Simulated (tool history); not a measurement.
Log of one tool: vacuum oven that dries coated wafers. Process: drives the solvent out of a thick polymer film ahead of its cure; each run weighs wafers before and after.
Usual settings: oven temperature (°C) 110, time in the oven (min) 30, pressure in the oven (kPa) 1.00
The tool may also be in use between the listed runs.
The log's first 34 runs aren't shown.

run   hour  oven temperature (°C)  time in the oven (min)  pressure in the oven (kPa)  solvent left in the film (%)
 35  679.9                    112                      25                        1.46                          4.47
 36  704.7                    112                      25                        1.46                          4.44
 37  731.0                    106                      50                        0.51                          2.39
 38  749.5                    106                      18                        0.51                          8.26
 39  762.8                    109                      22                        3.17                          7.04
 40  776.6                    110                      33                        1.50                          3.66
 41  789.5                    110                      15                        1.50                          8.31
 42  802.1                    110                      15                        1.50                          8.07
 43  818.5                    110                      15                        1.50                          8.34
 44  838.1                    110                      44                        1.04                          2.29

Predict each of these 5 candidate next runs independently; none follows another, all start after run 44:
  A  850.0                     96                      37                        0.54                             ?
  B  850.0                    121                      40                        1.00                             ?
  C  850.0                    112                      22                        0.93                             ?
  D  850.0                    110                      46                        1.04                             ?
  E  850.0                    100                      23                        2.96                             ?

run  solvent left in the film (%)
  A                          7.74
  B                          0.84
  C                          5.04
  D                          1.97
  E                         10.25
The same runs, with their run-to-run variation unchanged, on a tool lacking any hidden condition would have given:
run  solvent left in the film (%)
  A                          7.47
  B                          0.69
  C                          4.86
  D                          1.77
  E                         10.04

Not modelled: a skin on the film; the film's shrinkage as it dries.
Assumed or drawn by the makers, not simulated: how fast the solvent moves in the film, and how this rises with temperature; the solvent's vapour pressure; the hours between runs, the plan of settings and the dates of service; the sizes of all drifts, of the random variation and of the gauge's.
